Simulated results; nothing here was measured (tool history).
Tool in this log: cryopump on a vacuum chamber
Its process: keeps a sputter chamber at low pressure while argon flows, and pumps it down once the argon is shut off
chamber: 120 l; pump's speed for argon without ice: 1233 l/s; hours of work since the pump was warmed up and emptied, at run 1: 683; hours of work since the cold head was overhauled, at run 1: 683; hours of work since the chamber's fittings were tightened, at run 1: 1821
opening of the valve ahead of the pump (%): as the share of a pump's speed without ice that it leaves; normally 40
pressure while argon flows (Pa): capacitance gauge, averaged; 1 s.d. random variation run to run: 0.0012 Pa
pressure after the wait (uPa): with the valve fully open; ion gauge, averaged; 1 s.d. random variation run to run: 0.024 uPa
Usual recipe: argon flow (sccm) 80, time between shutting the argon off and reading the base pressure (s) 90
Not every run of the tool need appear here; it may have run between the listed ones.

run	hour	argon flow (sccm)	time between shutting the argon off and reading the base pressure (s)	opening of the valve ahead of the pump (%)	hours of work since the pump was warmed up and emptied	hours of work since the cold head was overhauled	hours of work since the chamber's fittings were tightened	pressure while argon flows (Pa)	pressure after the wait (uPa)
1	0.0	80	90	40	683	683	1821	0.3079	3.01
2	52.8	80	90	40	717	717	1856	0.3089	3.19
3	92.3	80	90	40	743	743	1881	0.3087	3.16
4	120.6	80	90	40	762	762	1900	0.3100	3.24
5	167.1	80	90	36	792	792	1930	0.3449	3.22
6	216.2	155	90	36	824	824	1962	0.6678	3.39
7	241.3	160	90	36	840	840	1979	0.6967	3.40
8	282.2	160	90	36	867	867	2005	0.7005	3.47
9	312.9	160	90	36	887	887	2025	0.6998	3.48
10	355.9	160	90	36	915	915	2054	0.7068	3.73
11	402.7	160	90	36	946	946	2084	0.7120	3.80
# hour 457.5: leaking fittings of the chamber tightened, without venting
12	459.8	160	90	36	982	982	1	0.7151	0.95
# hour 506.3: pump warmed up, emptied and cooled again
13	519.4	160	90	27	9	1017	37	0.8126	0.84
14	559.8	76	40	27	35	1044	64	0.3864	1.68
15	602.9	144	29	31	63	1072	92	0.6410	2.23
16	639.1	80	30	19	87	1096	115	0.5830	2.16
17	696.6	42	30	20	124	1133	153	0.2910	2.20
18	738.6	42	30	20	152	1161	180	0.2922	2.18
19	785.3	42	30	20	182	1191	211	0.2910	2.22
20	834.6	80	90	55	214	1223	243	0.2089	1.12
21	867.6	80	90	55	236	1245	265	0.2105	1.16
22	920.0	80	46	55	270	1279	299	0.2115	1.77
23	969.7	80	46	55	303	1312	331	0.2124	1.73
24	1008.6	67	72	40	328	1337	357	0.2422	1.38
25	1043.7	154	81	43	351	1360	380	0.5196	1.28

Hidden state at the last listed run before each entry between runs and at the first one after, where it differs:
From run 11 to run 12: leaking fittings of the chamber tightened, without venting (hour 457.5)
  pump's speed, % of a pump's without ice: 68.7 -> 67.4; cold plate's temperature, K: 12.25 -> 12.26; leak into the chamber, uPa l/s: 2634 -> 310
  measured result minus the result with no hidden state, pressure while argon flows (Pa): +0.1018 -> +0.1074; pressure after the wait (uPa): +2.91 -> +0.14
From run 12 to run 13: pump warmed up, emptied and cooled again (hour 506.3)
  pump's speed, % of a pump's without ice: 67.4 -> 99.1; cold plate's temperature, K: 12.26 -> 12.27; leak into the chamber, uPa l/s: 310 -> 348
  measured result minus the result with no hidden state, pressure while argon flows (Pa): +0.1074 -> +0.0031; pressure after the wait (uPa): +0.14 -> +0.04
